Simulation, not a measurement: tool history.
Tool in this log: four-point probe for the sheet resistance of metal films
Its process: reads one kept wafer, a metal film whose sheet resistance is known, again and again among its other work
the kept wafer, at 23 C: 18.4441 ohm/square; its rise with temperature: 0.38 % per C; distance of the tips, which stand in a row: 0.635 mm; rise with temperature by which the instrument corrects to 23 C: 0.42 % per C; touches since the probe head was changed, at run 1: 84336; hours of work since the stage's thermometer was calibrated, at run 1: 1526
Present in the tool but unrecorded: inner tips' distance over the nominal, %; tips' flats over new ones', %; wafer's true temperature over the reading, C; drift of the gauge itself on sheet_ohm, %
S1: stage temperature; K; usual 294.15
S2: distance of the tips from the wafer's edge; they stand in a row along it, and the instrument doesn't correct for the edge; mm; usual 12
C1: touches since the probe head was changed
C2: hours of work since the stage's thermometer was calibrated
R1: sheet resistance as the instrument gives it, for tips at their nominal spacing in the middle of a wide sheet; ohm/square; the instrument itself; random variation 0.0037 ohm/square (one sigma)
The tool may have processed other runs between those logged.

run 1 hour=0 | S1=294.15 S2=12 | C1=84336 C2=1526 | R1=18.357583
run 2 hour=35.4 | S1=294.15 S2=12 | C1=85609 C2=1546 | R1=18.353821
run 3 hour=80.7 | S1=294.15 S2=12 | C1=87241 C2=1572 | R1=18.350317
run 4 hour=107.3 | S1=294.15 S2=12 | C1=88200 C2=1587 | R1=18.348756
run 5 hour=156.9 | S1=294.15 S2=12 | C1=89986 C2=1615 | R1=18.345181
run 6 hour=220.7 | S1=294.15 S2=12 | C1=92282 C2=1652 | R1=18.344103
run 7 hour=271.9 | S1=294.15 S2=12 | C1=94124 C2=1681 | R1=18.339469
run 8 hour=324.8 | S1=294.15 S2=12 | C1=96030 C2=1711 | R1=18.335056
-- hour=331.3 stage's thermometer calibrated
run 9 hour=369.3 | S1=294.15 S2=12 | C1=97612 C2=22 | R1=18.344065
run 10 hour=409.3 | S1=294.15 S2=12 | C1=99054 C2=44 | R1=18.33829
run 11 hour=450.2 | S1=294.15 S2=12 | C1=100525 C2=68 | R1=18.332662
run 12 hour=514.3 | S1=294.15 S2=23 | C1=102834 C2=104 | R1=18.309032
run 13 hour=552.5 | S1=294.15 S2=7 | C1=104208 C2=126 | R1=18.380588
-- hour=580.4 stage's thermometer calibrated, once more
run 14 hour=584.1 | S1=294.15 S2=7 | C1=105330 C2=2 | R1=18.330142
run 15 hour=631.4 | S1=294.15 S2=7 | C1=107030 C2=29 | R1=18.323703
run 16 hour=695.7 | S1=294.15 S2=7 | C1=109347 C2=66 | R1=18.326381
run 17 hour=744.7 | S1=293.15 S2=3 | C1=111110 C2=94 | R1=18.677136
run 18 hour=775.6 | S1=293.15 S2=3 | C1=112224 C2=111 | R1=18.674366
run 19 hour=803.8 | S1=293.15 S2=10 | C1=113236 C2=127 | R1=18.280994
run 20 hour=858.7 | S1=307.15 S2=4 | C1=115214 C2=159 | R1=18.372037
run 21 hour=893.9 | S1=307.15 S2=4 | C1=116481 C2=179 | R1=18.373225
run 22 hour=939.1 | S1=291.15 S2=7 | C1=118108 C2=205 | R1=18.333566
run 23 hour=966.8 | S1=298.15 S2=54 | C1=119107 C2=220 | R1=18.195125
run 24 hour=993.6 | S1=298.15 S2=54 | C1=120071 C2=236 | R1=18.195104
run 25 hour=1036.4 | S1=306.15 S2=6 | C1=121611 C2=260 | R1=18.23648
run 26 hour=1066.9 | S1=292.15 S2=4 | C1=122709 C2=277 | R1=18.482773
run 27 hour=1128.3 | S1=292.15 S2=4 | C1=124921 C2=312 | R1=18.473112
run 28 hour=1189.5 | S1=293.15 S2=4 | C1=127124 C2=347 | R1=18.457265
run 29 hour=1243.9 | S1=291.15 S2=4 | C1=129083 C2=378 | R1=18.470769
run 30 hour=1280.1 | S1=291.15 S2=4 | C1=130386 C2=399 | R1=18.473524
run 31 hour=1310.3 | S1=293.15 S2=46 | C1=131471 C2=416 | R1=18.214124

Alternative continuations, all from the tool just after run 31; predict every row:
run A hour=1347.8 | S1=298.15 S2=24 | C1=132821 C2=438 | R1=?
run B hour=1347.8 | S1=304.15 S2=42 | C1=132821 C2=438 | R1=?
run C hour=1347.8 | S1=302.15 S2=56 | C1=132821 C2=438 | R1=?
run D hour=1347.8 | S1=301.15 S2=12 | C1=132821 C2=438 | R1=?
run E hour=1347.8 | S1=298.15 S2=46 | C1=132821 C2=438 | R1=?

run=A R1=18.173593
run=B R1=18.130937
run=C R1=18.145396
run=D R1=18.175998
run=E R1=18.172533
What these runs would have given with no unlogged condition in the tool:
run=A R1=18.432805
run=B R1=18.389728
run=C R1=18.404334
run=D R1=18.435313
run=E R1=18.431736
